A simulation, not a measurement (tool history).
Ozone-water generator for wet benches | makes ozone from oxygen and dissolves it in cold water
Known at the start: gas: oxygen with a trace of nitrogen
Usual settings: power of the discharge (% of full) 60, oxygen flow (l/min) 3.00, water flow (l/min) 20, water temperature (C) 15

run    hour  power of the discharge (% of full)  oxygen flow (l/min)  water flow (l/min)  water temperature (C)  dissolved ozone (ppm)  ozone in the gas ahead of the water (g/m3)
  1     0.0                                  60                 3.00                  20                     15                   17.8                                       226.3
  2   101.9                                  60                 3.00                  20                     15                   17.5                                       226.2
  3   234.7                                  60                 3.00                  12                     15                   27.9                                       225.2
  4   360.4                                  60                 3.00                  12                     15                   27.8                                       227.9
  5   504.7                                  60                 2.18                  20                     15                   16.6                                       270.7
  6   566.4                                  60                 2.18                  20                     15                   16.6                                       266.7
      616.2  -- water thermometer calibrated
  7   716.3                                  60                 3.00                  20                     15                   17.2                                       223.9
  8   831.2                                  60                 3.00                  20                     15                   17.3                                       221.0
  9   959.9                                  60                 3.17                  20                     15                   17.4                                       216.3
 10  1046.1                                  60                 3.17                  20                     15                   17.3                                       213.0
 11  1191.5                                  43                 3.17                  20                     15                   14.5                                       180.8
 12  1335.0                                  60                 3.00                  23                     15                   14.4                                       219.1
 13  1472.2                                  60                 3.00                  23                     15                   14.1                                       220.5
 14  1596.9                                  60                 3.00                  23                     15                   14.2                                       219.0
 15  1702.9                                  60                 3.00                  23                     15                   14.3                                       217.6
 16  1831.6                                  60                 3.00                  23                     15                   14.2                                       217.1
 17  1935.1                                  60                 3.00                  23                     15                   13.9                                       216.1
 18  2084.2                                  60                 3.00                  24                     15                   13.5                                       215.7
 19  2223.4                                  60                 5.08                  20                     15                   16.9                                       157.8
 20  2363.7                                  78                 5.08                  20                     15                   18.8                                       178.8
 21  2477.6                                  78                 5.08                  20                     15                   19.0                                       179.6
 22  2624.8                                  78                 5.08                  20                     15                   19.0                                       179.3
     2674.4  -- contactor cleaned
 23  2773.8                                  78                 5.08                  20                     15                   19.9                                       177.0
 24  2853.1                                  60                 2.11                  20                     15                   15.9                                       261.0
 25  3004.4                                  60                 1.64                  20                     13                   15.2                                       296.8
 26  3071.7                                  60                 2.63                  24                     13                   13.7                                       229.6
 27  3196.7                                  60                 2.63                  24                     13                   13.6                                       227.0
 28  3339.9                                  60                 3.00                  20                     14                   16.6                                       210.3
 29  3448.6                                  78                 3.00                  16                     14                   23.7                                       236.8
 30  3569.4                                  63                 4.51                  16                     17                   20.8                                       168.2
 31  3636.9                                  63                 4.51                  16                     17                   20.4                                       169.0
 32  3738.4                                  63                 3.92                  16                     17                   20.3                                       179.6
 33  3860.2                                  63                 3.92                  16                     17                   20.1                                       181.5

Forecast each of these 4 alternatives for the next run:
  A  3939.1                                  60                 3.00                  20                      7                      ?                                           ?
  B  3939.1                                  77                 3.00                  20                     15                      ?                                           ?
  C  3939.1                                  82                 3.00                  20                     15                      ?                                           ?
  D  3939.1                                  45                 3.00                  20                     15                      ?                                           ?

run  dissolved ozone (ppm)  ozone in the gas ahead of the water (g/m3)
  A                   17.3                                       205.9
  B                   18.0                                       230.7
  C                   18.7                                       238.7
  D                   14.2                                       179.3
Without the tool's hidden state the same runs would have given:
run  dissolved ozone (ppm)  ozone in the gas ahead of the water (g/m3)
  A                   20.7                                       241.8
  B                   21.9                                       276.8
  C                   22.9                                       287.9
  D                   16.5                                       205.4
